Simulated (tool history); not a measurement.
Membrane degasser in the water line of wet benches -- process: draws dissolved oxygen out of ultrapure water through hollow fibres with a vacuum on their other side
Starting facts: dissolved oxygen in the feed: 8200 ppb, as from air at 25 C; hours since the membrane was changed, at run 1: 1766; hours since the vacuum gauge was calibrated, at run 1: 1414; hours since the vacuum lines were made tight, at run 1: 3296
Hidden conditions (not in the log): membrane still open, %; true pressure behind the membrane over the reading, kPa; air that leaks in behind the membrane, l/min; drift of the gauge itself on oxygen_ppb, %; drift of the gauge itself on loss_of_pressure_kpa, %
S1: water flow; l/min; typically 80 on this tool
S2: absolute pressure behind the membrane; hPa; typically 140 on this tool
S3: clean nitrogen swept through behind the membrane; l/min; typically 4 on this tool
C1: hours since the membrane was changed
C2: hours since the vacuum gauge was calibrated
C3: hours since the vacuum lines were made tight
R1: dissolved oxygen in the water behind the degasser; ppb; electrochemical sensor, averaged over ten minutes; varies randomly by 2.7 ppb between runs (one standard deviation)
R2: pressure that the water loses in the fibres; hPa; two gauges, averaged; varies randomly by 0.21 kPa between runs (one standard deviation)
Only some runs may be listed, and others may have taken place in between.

run 1 day=0 | S1=80 S2=140 S3=4 | C1=1766 C2=1414 C3=3296 | R1=474.3 R2=507.9
run 2 day=2.471 | S1=80 S2=140 S3=4 | C1=1826 C2=1473 C3=3355 | R1=477.3 R2=500.6
run 3 day=4.346 | S1=80 S2=140 S3=3.43 | C1=1871 C2=1518 C3=3400 | R1=539.2 R2=504.7
run 4 day=6.479 | S1=80 S2=140 S3=3.43 | C1=1922 C2=1569 C3=3451 | R1=540.4 R2=500.5
run 5 day=7.808 | S1=80 S2=140 S3=4 | C1=1954 C2=1601 C3=3483 | R1=472.9 R2=504.3
run 6 day=9.654 | S1=80 S2=140 S3=4 | C1=1998 C2=1646 C3=3528 | R1=474.7 R2=507.1
run 7 day=12.062 | S1=102 S2=139 S3=1.92 | C1=2056 C2=1703 C3=3585 | R1=1017.3 R2=650
run 8 day=13.383 | S1=102 S2=139 S3=1.92 | C1=2088 C2=1735 C3=3617 | R1=1010.7 R2=644.4
run 9 day=15.092 | S1=67 S2=139 S3=1.92 | C1=2129 C2=1776 C3=3658 | R1=725.8 R2=425.8
run 10 day=16.3 | S1=103 S2=139 S3=5.51 | C1=2158 C2=1805 C3=3687 | R1=478.2 R2=649.9
run 11 day=17.85 | S1=103 S2=85 S3=2.16 | C1=2195 C2=1842 C3=3724 | R1=512.9 R2=654.2
run 12 day=19.608 | S1=80 S2=140 S3=2.21 | C1=2237 C2=1884 C3=3766 | R1=765.1 R2=504.8

Measured less the same run without the tool's hidden state. The same run-to-run variation is in both; the gauge's scatter may not be:
run=1 R1=+3.6 R2=+5.8
run=2 R1=+3.7 R2=+5.9
run=3 R1=+4.1 R2=+6.1
run=4 R1=+4.1 R2=+6.3
run=5 R1=+4 R2=+6.5
run=6 R1=+4.1 R2=+6.6
run=7 R1=+6.6 R2=+8.7
run=8 R1=+6.7 R2=+8.8
run=9 R1=+4.6 R2=+5.9
run=10 R1=+6 R2=+9.1
run=11 R1=+7.8 R2=+9.4
run=12 R1=+5.5 R2=+7.4
